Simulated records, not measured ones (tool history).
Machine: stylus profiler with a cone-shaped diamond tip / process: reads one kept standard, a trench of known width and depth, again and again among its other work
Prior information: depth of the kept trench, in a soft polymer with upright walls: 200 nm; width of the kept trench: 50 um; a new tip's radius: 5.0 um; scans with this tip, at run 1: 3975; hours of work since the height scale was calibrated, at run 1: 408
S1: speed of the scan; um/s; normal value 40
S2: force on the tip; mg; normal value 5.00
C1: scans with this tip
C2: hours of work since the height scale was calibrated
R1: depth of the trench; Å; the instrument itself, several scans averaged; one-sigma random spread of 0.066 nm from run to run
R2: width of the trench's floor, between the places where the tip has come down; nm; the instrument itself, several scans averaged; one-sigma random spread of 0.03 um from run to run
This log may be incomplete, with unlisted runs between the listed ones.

run 1 hour=0.0 | S1=40 S2=5.00 | C1=3975 C2=408 | R1=2015.1 R2=46240
run 2 hour=8.5 | S1=40 S2=5.00 | C1=4023 C2=412 | R1=2015.7 R2=46320
run 3 hour=21.8 | S1=40 S2=5.00 | C1=4096 C2=420 | R1=2016.7 R2=46280
run 4 hour=32.1 | S1=40 S2=5.00 | C1=4154 C2=426 | R1=2015.3 R2=46260
run 5 hour=40.5 | S1=40 S2=5.00 | C1=4200 C2=431 | R1=2016.5 R2=46270
run 6 hour=55.5 | S1=40 S2=3.16 | C1=4283 C2=439 | R1=2011.1 R2=46170
run 7 hour=68.4 | S1=40 S2=8.57 | C1=4355 C2=447 | R1=2024.0 R2=46220
run 8 hour=77.9 | S1=40 S2=8.57 | C1=4408 C2=452 | R1=2023.1 R2=46290
run 9 hour=95.7 | S1=40 S2=5.00 | C1=4507 C2=462 | R1=2015.5 R2=46170
run 10 hour=110.8 | S1=40 S2=5.00 | C1=4590 C2=471 | R1=2015.5 R2=46190
run 11 hour=126.4 | S1=40 S2=3.11 | C1=4677 C2=480 | R1=2009.2 R2=46130
run 12 hour=136.4 | S1=40 S2=9.26 | C1=4733 C2=485 | R1=2024.6 R2=46190
run 13 hour=147.8 | S1=40 S2=3.22 | C1=4796 C2=492 | R1=2010.5 R2=46080
run 14 hour=160.1 | S1=17 S2=4.01 | C1=4864 C2=499 | R1=2012.1 R2=46220
run 15 hour=172.4 | S1=17 S2=4.01 | C1=4933 C2=506 | R1=2012.4 R2=46170
run 16 hour=188.8 | S1=46 S2=4.54 | C1=5024 C2=515 | R1=2014.3 R2=46070
run 17 hour=196.8 | S1=41 S2=5.00 | C1=5068 C2=520 | R1=2013.5 R2=46080
run 18 hour=208.9 | S1=124 S2=10.21 | C1=5135 C2=527 | R1=2027.2 R2=45970
run 19 hour=217.9 | S1=124 S2=10.21 | C1=5186 C2=532 | R1=2024.8 R2=45940
run 20 hour=229.6 | S1=124 S2=10.21 | C1=5250 C2=538 | R1=2024.8 R2=45940
run 21 hour=243.5 | S1=31 S2=7.26 | C1=5328 C2=546 | R1=2021.6 R2=46040
run 22 hour=262.8 | S1=13 S2=13.49 | C1=5435 C2=557 | R1=2031.7 R2=46110
run 23 hour=279.7 | S1=22 S2=7.39 | C1=5528 C2=567 | R1=2019.4 R2=46040
run 24 hour=295.6 | S1=19 S2=6.83 | C1=5617 C2=576 | R1=2018.9 R2=46140

What if the next run were any one of these 5? Each begins from the tool's condition after run 24:
run A hour=313.2 | S1=45 S2=7.88 | C1=5715 C2=586 | R1=? R2=?
run B hour=313.2 | S1=28 S2=5.00 | C1=5715 C2=586 | R1=? R2=?
run C hour=313.2 | S1=122 S2=5.38 | C1=5715 C2=586 | R1=? R2=?
run D hour=313.2 | S1=19 S2=2.70 | C1=5715 C2=586 | R1=? R2=?
run E hour=313.2 | S1=26 S2=6.83 | C1=5715 C2=586 | R1=? R2=?

run=A R1=2020.4 R2=46000
run=B R1=2015.4 R2=45980
run=C R1=2015.6 R2=45800
run=D R1=2008.4 R2=45960
run=E R1=2018.3 R2=46020
Had the tool no hidden state, the same runs would have come out as:
run=A R1=2023.8 R2=47120
run=B R1=2018.8 R2=47100
run=C R1=2019.0 R2=46920
run=D R1=2011.8 R2=47080
run=E R1=2021.7 R2=47140
